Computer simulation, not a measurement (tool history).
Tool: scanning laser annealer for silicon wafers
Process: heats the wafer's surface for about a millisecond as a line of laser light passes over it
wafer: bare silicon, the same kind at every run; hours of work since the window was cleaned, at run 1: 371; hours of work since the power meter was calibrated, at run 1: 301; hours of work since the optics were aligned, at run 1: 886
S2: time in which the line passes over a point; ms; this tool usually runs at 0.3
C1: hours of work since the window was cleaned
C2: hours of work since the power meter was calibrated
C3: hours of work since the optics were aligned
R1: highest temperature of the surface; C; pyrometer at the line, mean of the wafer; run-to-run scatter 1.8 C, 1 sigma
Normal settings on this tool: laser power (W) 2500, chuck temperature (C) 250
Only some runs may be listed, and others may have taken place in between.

{"run": 1, "hour": 0.0, "laser power (W)": 2500, "S2": 0.3, "chuck temperature (C)": 250, "C1": 371, "C2": 301, "C3": 886, "R1": 1006}
{"run": 2, "hour": 18.5, "laser power (W)": 2500, "S2": 0.298, "chuck temperature (C)": 250, "C1": 386, "C2": 316, "C3": 901, "R1": 1006}
{"run": 3, "hour": 31.7, "laser power (W)": 2500, "S2": 0.272, "chuck temperature (C)": 250, "C1": 396, "C2": 326, "C3": 912, "R1": 966}
{"run": 4, "hour": 47.2, "laser power (W)": 2500, "S2": 0.272, "chuck temperature (C)": 250, "C1": 408, "C2": 339, "C3": 924, "R1": 964}
{"run": 5, "hour": 56.5, "laser power (W)": 2500, "S2": 0.272, "chuck temperature (C)": 250, "C1": 416, "C2": 346, "C3": 931, "R1": 963}
{"run": 6, "hour": 76.7, "laser power (W)": 2500, "S2": 0.3, "chuck temperature (C)": 250, "C1": 432, "C2": 362, "C3": 947, "R1": 1009}
{"run": 7, "hour": 98.3, "laser power (W)": 2500, "S2": 0.233, "chuck temperature (C)": 250, "C1": 449, "C2": 379, "C3": 965, "R1": 904}
{"run": 8, "hour": 108.6, "laser power (W)": 2500, "S2": 0.233, "chuck temperature (C)": 250, "C1": 457, "C2": 387, "C3": 973, "R1": 903}
{"run": 9, "hour": 120.7, "laser power (W)": 2500, "S2": 0.348, "chuck temperature (C)": 250, "C1": 467, "C2": 397, "C3": 983, "R1": 1072}
{"run": 10, "hour": 132.8, "laser power (W)": 2500, "S2": 0.3, "chuck temperature (C)": 250, "C1": 476, "C2": 407, "C3": 992, "R1": 1003}
{"run": 11, "hour": 148.5, "laser power (W)": 2500, "S2": 0.3, "chuck temperature (C)": 250, "C1": 489, "C2": 419, "C3": 1005, "R1": 1001}
{"run": 12, "hour": 167.2, "laser power (W)": 2500, "S2": 0.3, "chuck temperature (C)": 250, "C1": 504, "C2": 434, "C3": 1019, "R1": 1003}
{"run": 13, "hour": 184.3, "laser power (W)": 2500, "S2": 0.3, "chuck temperature (C)": 250, "C1": 518, "C2": 448, "C3": 1033, "R1": 1004}
{"hour": 205.5, "done": "optics aligned, line set to its width"}
{"run": 14, "hour": 209.8, "laser power (W)": 2704, "S2": 0.3, "chuck temperature (C)": 250, "C1": 534, "C2": 464, "C3": 3, "R1": 1072}
{"run": 15, "hour": 222.8, "laser power (W)": 2704, "S2": 0.3, "chuck temperature (C)": 250, "C1": 544, "C2": 474, "C3": 14, "R1": 1079}
{"run": 16, "hour": 242.2, "laser power (W)": 2500, "S2": 0.313, "chuck temperature (C)": 250, "C1": 560, "C2": 490, "C3": 29, "R1": 1030}
{"run": 17, "hour": 264.1, "laser power (W)": 2500, "S2": 0.341, "chuck temperature (C)": 250, "C1": 577, "C2": 507, "C3": 47, "R1": 1064}
{"run": 18, "hour": 286.1, "laser power (W)": 2500, "S2": 0.3, "chuck temperature (C)": 238, "C1": 595, "C2": 525, "C3": 64, "R1": 999}
{"run": 19, "hour": 300.8, "laser power (W)": 2500, "S2": 0.3, "chuck temperature (C)": 238, "C1": 606, "C2": 536, "C3": 76, "R1": 999}
{"run": 20, "hour": 320.7, "laser power (W)": 2500, "S2": 0.3, "chuck temperature (C)": 254, "C1": 622, "C2": 552, "C3": 92, "R1": 1012}
{"run": 21, "hour": 331.8, "laser power (W)": 2500, "S2": 0.3, "chuck temperature (C)": 254, "C1": 631, "C2": 561, "C3": 101, "R1": 1013}
{"run": 22, "hour": 350.0, "laser power (W)": 2500, "S2": 0.3, "chuck temperature (C)": 254, "C1": 645, "C2": 576, "C3": 115, "R1": 1010}
{"run": 23, "hour": 364.3, "laser power (W)": 2446, "S2": 0.265, "chuck temperature (C)": 285, "C1": 657, "C2": 587, "C3": 126, "R1": 976}
{"run": 24, "hour": 378.2, "laser power (W)": 2500, "S2": 0.279, "chuck temperature (C)": 217, "C1": 668, "C2": 598, "C3": 137, "R1": 945}
{"run": 25, "hour": 390.2, "laser power (W)": 2353, "S2": 0.279, "chuck temperature (C)": 271, "C1": 677, "C2": 608, "C3": 147, "R1": 954}
{"hour": 393.7, "done": "window over the wafer cleaned"}
{"run": 26, "hour": 409.3, "laser power (W)": 2500, "S2": 0.3, "chuck temperature (C)": 219, "C1": 12, "C2": 621, "C3": 161, "R1": 966}
{"run": 27, "hour": 423.3, "laser power (W)": 2499, "S2": 0.378, "chuck temperature (C)": 219, "C1": 24, "C2": 632, "C3": 172, "R1": 1066}
{"run": 28, "hour": 443.5, "laser power (W)": 2499, "S2": 0.378, "chuck temperature (C)": 219, "C1": 40, "C2": 648, "C3": 188, "R1": 1065}
{"run": 29, "hour": 453.9, "laser power (W)": 2713, "S2": 0.25, "chuck temperature (C)": 275, "C1": 48, "C2": 657, "C3": 196, "R1": 999}
{"run": 30, "hour": 472.1, "laser power (W)": 2592, "S2": 0.215, "chuck temperature (C)": 287, "C1": 62, "C2": 671, "C3": 211, "R1": 924}
{"run": 31, "hour": 489.6, "laser power (W)": 2592, "S2": 0.215, "chuck temperature (C)": 287, "C1": 76, "C2": 685, "C3": 225, "R1": 924}
{"hour": 502.6, "done": "window over the wafer cleaned, once more"}
{"run": 32, "hour": 511.3, "laser power (W)": 2592, "S2": 0.215, "chuck temperature (C)": 287, "C1": 7, "C2": 701, "C3": 240, "R1": 955}
{"run": 33, "hour": 528.8, "laser power (W)": 2592, "S2": 0.215, "chuck temperature (C)": 287, "C1": 21, "C2": 715, "C3": 254, "R1": 957}
{"run": 34, "hour": 550.3, "laser power (W)": 2211, "S2": 0.309, "chuck temperature (C)": 255, "C1": 38, "C2": 732, "C3": 271, "R1": 955}
{"run": 35, "hour": 561.0, "laser power (W)": 2211, "S2": 0.309, "chuck temperature (C)": 255, "C1": 46, "C2": 740, "C3": 280, "R1": 953}
{"run": 36, "hour": 574.4, "laser power (W)": 2709, "S2": 0.328, "chuck temperature (C)": 257, "C1": 57, "C2": 751, "C3": 290, "R1": 1141}
{"run": 37, "hour": 584.7, "laser power (W)": 2132, "S2": 0.317, "chuck temperature (C)": 250, "C1": 65, "C2": 759, "C3": 299, "R1": 930}
{"run": 38, "hour": 603.1, "laser power (W)": 2314, "S2": 0.366, "chuck temperature (C)": 276, "C1": 80, "C2": 774, "C3": 313, "R1": 1079}
{"run": 39, "hour": 624.8, "laser power (W)": 2182, "S2": 0.291, "chuck temperature (C)": 243, "C1": 97, "C2": 791, "C3": 331, "R1": 906}
{"run": 40, "hour": 646.8, "laser power (W)": 2422, "S2": 0.277, "chuck temperature (C)": 270, "C1": 115, "C2": 809, "C3": 348, "R1": 985}
{"run": 41, "hour": 664.1, "laser power (W)": 2436, "S2": 0.29, "chuck temperature (C)": 231, "C1": 129, "C2": 822, "C3": 362, "R1": 967}
{"run": 42, "hour": 674.5, "laser power (W)": 2436, "S2": 0.29, "chuck temperature (C)": 262, "C1": 137, "C2": 831, "C3": 370, "R1": 1004}

Branching from run 42: 3 alternative next runs. What would each branch give?
{"run": "A", "hour": 683.7, "laser power (W)": 2388, "S2": 0.3, "chuck temperature (C)": 229, "C1": 144, "C2": 838, "C3": 377, "R1": "?"}
{"run": "B", "hour": 683.7, "laser power (W)": 2436, "S2": 0.326, "chuck temperature (C)": 262, "C1": 144, "C2": 838, "C3": 377, "R1": "?"}
{"run": "C", "hour": 683.7, "laser power (W)": 2500, "S2": 0.279, "chuck temperature (C)": 250, "C1": 144, "C2": 838, "C3": 377, "R1": "?"}

run=A R1=965
run=B R1=1049
run=C R1=985
The same runs, with their run-to-run variation unchanged, on a tool lacking any hidden condition would have given:
run=A R1=979
run=B R1=1064
run=C R1=999
